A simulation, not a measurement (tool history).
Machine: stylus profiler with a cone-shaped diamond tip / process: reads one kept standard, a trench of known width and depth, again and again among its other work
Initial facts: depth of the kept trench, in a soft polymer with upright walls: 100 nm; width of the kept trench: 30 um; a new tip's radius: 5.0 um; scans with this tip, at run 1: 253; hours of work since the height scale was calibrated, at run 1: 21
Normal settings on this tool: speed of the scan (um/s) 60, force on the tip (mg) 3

| run | hour | speed of the scan (um/s) | force on the tip (mg) | scans with this tip | hours of work since the height scale was calibrated | depth of the trench (nm) | width of the trench's floor (µm) |
|---|---|---|---|---|---|---|---|
| 1 | 0 | 60 | 3 | 253 | 21 | 101.863 | 27.74 |
| 2 | 24.5 | 60 | 3 | 482 | 41 | 101.894 | 27.71 |
| 3 | 49.4 | 60 | 2.82 | 715 | 60 | 101.827 | 27.66 |
| 4 | 63 | 81 | 3 | 842 | 71 | 101.887 | 27.58 |
| 5 | 88.9 | 60 | 3 | 1084 | 91 | 101.898 | 27.6 |
| 6 | 109.8 | 60 | 3 | 1279 | 108 | 101.901 | 27.59 |
| 7 | 126.8 | 60 | 3 | 1438 | 121 | 101.908 | 27.57 |
| 8 | 147 | 60 | 3 | 1627 | 137 | 101.882 | 27.54 |
| 9 | 166.6 | 60 | 3 | 1809 | 152 | 101.897 | 27.5 |
| 10 | 194.6 | 81 | 3 | 2071 | 175 | 101.894 | 27.43 |
| 11 | 212.9 | 81 | 3 | 2242 | 189 | 101.887 | 27.42 |
| 12 | 232 | 81 | 3 | 2420 | 204 | 101.912 | 27.36 |
| 13 | 259.4 | 60 | 1.31 | 2677 | 226 | 101.102 | 27.29 |
| 14 | 279.3 | 60 | 1.31 | 2862 | 241 | 101.078 | 27.31 |
| 15 | 300.3 | 60 | 1.56 | 3058 | 258 | 101.254 | 27.29 |
| 16 | 317.7 | 60 | 1.56 | 3221 | 271 | 101.239 | 27.22 |
| 17 | 332.1 | 60 | 1.56 | 3356 | 283 | 101.246 | 27.28 |
| 18 | 353.8 | 35 | 8.98 | 3559 | 300 | 103.975 | 27.38 |
| 19 | 368.4 | 217 | 3 | 3694 | 311 | 101.916 | 26.74 |
| 20 | 386.8 | 217 | 3 | 3866 | 326 | 101.932 | 26.72 |
| 21 | 400 | 118 | 6.2 | 3990 | 336 | 103.103 | 27.17 |
| 22 | 417.3 | 28 | 5.21 | 4151 | 350 | 102.775 | 27.4 |
|  | 419.6 | height scale calibrated on a step standard |
| 23 | 433.9 | 38 | 2.86 | 4302 | 11 | 101.895 | 27.27 |
| 24 | 455.9 | 38 | 3.72 | 4507 | 29 | 102.226 | 27.26 |
|  | 475.9 | height scale calibrated on a step standard, once more |
| 25 | 484.4 | 60 | 2.46 | 4769 | 7 | 101.626 | 27.17 |
| 26 | 503.6 | 18 | 1.18 | 4948 | 22 | 101.005 | 27.24 |
| 27 | 528.8 | 41 | 6 | 5184 | 42 | 102.98 | 27.21 |
| 28 | 554.7 | 198 | 2.12 | 5426 | 62 | 101.501 | 26.5 |
| 29 | 568.1 | 198 | 2.12 | 5550 | 73 | 101.494 | 26.54 |
| 30 | 592.6 | 198 | 2.12 | 5780 | 92 | 101.463 | 26.49 |
| 31 | 605.8 | 148 | 1.48 | 5903 | 102 | 101.163 | 26.6 |
| 32 | 617.4 | 148 | 1.48 | 6011 | 111 | 101.164 | 26.54 |
| 33 | 633.3 | 204 | 2.37 | 6160 | 124 | 101.616 | 26.48 |
| 34 | 661.7 | 204 | 2.37 | 6425 | 146 | 101.61 | 26.46 |

For each run, the measured value with the value that run would have given without the tool's hidden condition subtracted. The run-to-run variation is shared by both, the gauge scatter possibly not:
Hidden state at play: radius of the tip, um; height scale over the true one, %; drift of the gauge itself on depth_nm, %; drift of the gauge itself on floor_um, %.
| run | depth of the trench (nm) | width of the trench's floor (µm) |
|---|---|---|
| 1 | -0.022 | -0.06 |
| 2 | -0.019 | -0.1 |
| 3 | -0.016 | -0.14 |
| 4 | -0.014 | -0.15 |
| 5 | -0.011 | -0.19 |
| 6 | -0.008 | -0.21 |
| 7 | -0.005 | -0.24 |
| 8 | -0.003 | -0.27 |
| 9 | -0.001 | -0.29 |
| 10 | +0.002 | -0.33 |
| 11 | +0.005 | -0.35 |
| 12 | +0.008 | -0.37 |
| 13 | +0.011 | -0.41 |
| 14 | +0.013 | -0.44 |
| 15 | +0.016 | -0.46 |
| 16 | +0.019 | -0.49 |
| 17 | +0.02 | -0.5 |
| 18 | +0.023 | -0.53 |
| 19 | +0.025 | -0.54 |
| 20 | +0.027 | -0.57 |
| 21 | +0.029 | -0.58 |
| 22 | +0.031 | -0.59 |
| 23 | +0.046 | -0.62 |
| 24 | +0.049 | -0.65 |
| 25 | -0.032 | -0.67 |
| 26 | -0.029 | -0.7 |
| 27 | -0.026 | -0.72 |
| 28 | -0.023 | -0.75 |
| 29 | -0.021 | -0.77 |
| 30 | -0.018 | -0.79 |
| 31 | -0.016 | -0.81 |
| 32 | -0.015 | -0.82 |
| 33 | -0.013 | -0.84 |
| 34 | -0.009 | -0.86 |
